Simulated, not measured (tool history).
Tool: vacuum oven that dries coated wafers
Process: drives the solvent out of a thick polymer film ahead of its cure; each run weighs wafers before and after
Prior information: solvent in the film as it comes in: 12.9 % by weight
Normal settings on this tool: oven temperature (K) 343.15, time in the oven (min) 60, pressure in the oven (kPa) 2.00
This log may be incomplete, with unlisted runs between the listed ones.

Run 1, hour 0.0: usual settings. Result: solvent left in the film (%) 1.14.
Run 2, hour 24.3: usual settings. Result: solvent left in the film (%) 1.14.
Run 3, hour 44.4: usual settings. Result: solvent left in the film (%) 1.22.
Run 4, hour 63.1: usual settings. Result: solvent left in the film (%) 1.17.
Run 5, hour 78.4: usual settings. Result: solvent left in the film (%) 1.15.
Run 6, hour 96.2: usual settings. Result: solvent left in the film (%) 1.14.
At hour 100.6: oven's thermocouples calibrated.
Run 7, hour 113.3: usual settings. Result: solvent left in the film (%) 0.87.
Run 8, hour 133.6: usual settings. Result: solvent left in the film (%) 0.92.
Run 9, hour 162.5: usual settings. Result: solvent left in the film (%) 0.85.
Run 10, hour 189.2: usual settings. Result: solvent left in the film (%) 0.95.
Run 11, hour 219.6: usual settings. Result: solvent left in the film (%) 0.83.
Run 12, hour 243.8: usual settings but time in the oven (min) 79. Result: solvent left in the film (%) 0.73.
Run 13, hour 275.8: usual settings but oven temperature (K) 335.15, time in the oven (min) 79. Result: solvent left in the film (%) 1.66.
Run 14, hour 302.6: usual settings but pressure in the oven (kPa) 2.07. Result: solvent left in the film (%) 0.93.
Run 15, hour 326.0: usual settings but pressure in the oven (kPa) 2.07. Result: solvent left in the film (%) 1.00.
Run 16, hour 342.0: usual settings but pressure in the oven (kPa) 2.07. Result: solvent left in the film (%) 0.98.
Run 17, hour 362.6: usual settings but oven temperature (K) 356.15. Result: solvent left in the film (%) 0.35.
Run 18, hour 384.5: usual settings but oven temperature (K) 356.15. Result: solvent left in the film (%) 0.33.
Run 19, hour 415.7: usual settings but oven temperature (K) 356.15. Result: solvent left in the film (%) 0.44.
Run 20, hour 433.9: usual settings but pressure in the oven (kPa) 2.09. Result: solvent left in the film (%) 0.93.
Run 21, hour 461.9: usual settings but pressure in the oven (kPa) 2.09. Result: solvent left in the film (%) 1.04.
Run 22, hour 489.2: usual settings but time in the oven (min) 50. Result: solvent left in the film (%) 1.29.
Run 23, hour 518.7: usual settings but time in the oven (min) 50. Result: solvent left in the film (%) 1.29.
Run 24, hour 543.4: usual settings but pressure in the oven (kPa) 3.44. Result: solvent left in the film (%) 1.42.
Run 25, hour 563.5: usual settings but oven temperature (K) 350.15, time in the oven (min) 97. Result: solvent left in the film (%) 0.48.
Run 26, hour 593.6: usual settings but oven temperature (K) 354.15, time in the oven (min) 64, pressure in the oven (kPa) 1.39. Result: solvent left in the film (%) 0.29.
Run 27, hour 625.6: usual settings but oven temperature (K) 350.15, pressure in the oven (kPa) 1.64. Result: solvent left in the film (%) 0.34.
Run 28, hour 646.7: usual settings but oven temperature (K) 333.15, time in the oven (min) 64, pressure in the oven (kPa) 1.94. Result: solvent left in the film (%) 2.73.
Run 29, hour 678.4: usual settings but oven temperature (K) 351.15, time in the oven (min) 79, pressure in the oven (kPa) 2.70. Result: solvent left in the film (%) 0.62.
Run 30, hour 705.6: usual settings but oven temperature (K) 351.15, time in the oven (min) 79, pressure in the oven (kPa) 2.70. Result: solvent left in the film (%) 0.58.
Run 31, hour 729.1: usual settings but oven temperature (K) 351.15, time in the oven (min) 79, pressure in the oven (kPa) 2.70. Result: solvent left in the film (%) 0.62.
Run 32, hour 747.4: usual settings but time in the oven (min) 32. Result: solvent left in the film (%) 2.49.
Run 33, hour 763.6: usual settings but oven temperature (K) 358.15, time in the oven (min) 37, pressure in the oven (kPa) 1.66. Result: solvent left in the film (%) 0.35.
Run 34, hour 782.4: usual settings but oven temperature (K) 352.15, time in the oven (min) 31, pressure in the oven (kPa) 1.66. Result: solvent left in the film (%) 0.80.
Run 35, hour 806.7: usual settings but oven temperature (K) 352.15, time in the oven (min) 31, pressure in the oven (kPa) 2.16. Result: solvent left in the film (%) 0.95.
Run 36, hour 837.6: usual settings but oven temperature (K) 352.15, time in the oven (min) 31, pressure in the oven (kPa) 2.16. Result: solvent left in the film (%) 0.98.
Run 37, hour 860.5: usual settings but oven temperature (K) 352.15, time in the oven (min) 31, pressure in the oven (kPa) 2.16. Result: solvent left in the film (%) 0.99.
Run 38, hour 876.4: usual settings but oven temperature (K) 352.15, time in the oven (min) 31, pressure in the oven (kPa) 2.16. Result: solvent left in the film (%) 1.03.
Run 39, hour 893.4: usual settings but time in the oven (min) 34, pressure in the oven (kPa) 1.06. Result: solvent left in the film (%) 2.10.
Run 40, hour 910.0: usual settings but oven temperature (K) 342.15, time in the oven (min) 77, pressure in the oven (kPa) 3.18. Result: solvent left in the film (%) 1.35.
Run 41, hour 925.2: usual settings but oven temperature (K) 333.15, time in the oven (min) 99, pressure in the oven (kPa) 6.00. Result: solvent left in the film (%) 3.42.
Run 42, hour 952.2: usual settings but time in the oven (min) 100, pressure in the oven (kPa) 7.28. Result: solvent left in the film (%) 2.23.
Run 43, hour 973.6: usual settings but oven temperature (K) 357.15, time in the oven (min) 37, pressure in the oven (kPa) 4.40. Result: solvent left in the film (%) 0.78.
Run 44, hour 1000.4: usual settings but time in the oven (min) 79. Result: solvent left in the film (%) 0.91.
Run 45, hour 1015.4: usual settings but time in the oven (min) 79. Result: solvent left in the film (%) 0.85.
Run 46, hour 1038.9: usual settings but pressure in the oven (kPa) 2.04. Result: solvent left in the film (%) 1.11.

Branching from run 46: 4 alternative next runs. What would each branch give?
Run A, hour 1056.7: usual settings but oven temperature (K) 341.15, time in the oven (min) 47, pressure in the oven (kPa) 5.50. Result: solvent left in the film (%) ?.
Run B, hour 1056.7: usual settings but oven temperature (K) 340.15. Result: solvent left in the film (%) ?.
Run C, hour 1056.7: usual settings but time in the oven (min) 56. Result: solvent left in the film (%) ?.
Run D, hour 1056.7: usual settings but oven temperature (K) 335.15, pressure in the oven (kPa) 2.04. Result: solvent left in the film (%) ?.

run  solvent left in the film (%)
  A                          3.00
  B                          1.58
  C                          1.27
  D                          2.71
Take away the tool's hidden state, keep each run's random variation, and the runs would have read:
run  solvent left in the film (%)
  A                          2.54
  B                          1.20
  C                          0.96
  D                          2.19

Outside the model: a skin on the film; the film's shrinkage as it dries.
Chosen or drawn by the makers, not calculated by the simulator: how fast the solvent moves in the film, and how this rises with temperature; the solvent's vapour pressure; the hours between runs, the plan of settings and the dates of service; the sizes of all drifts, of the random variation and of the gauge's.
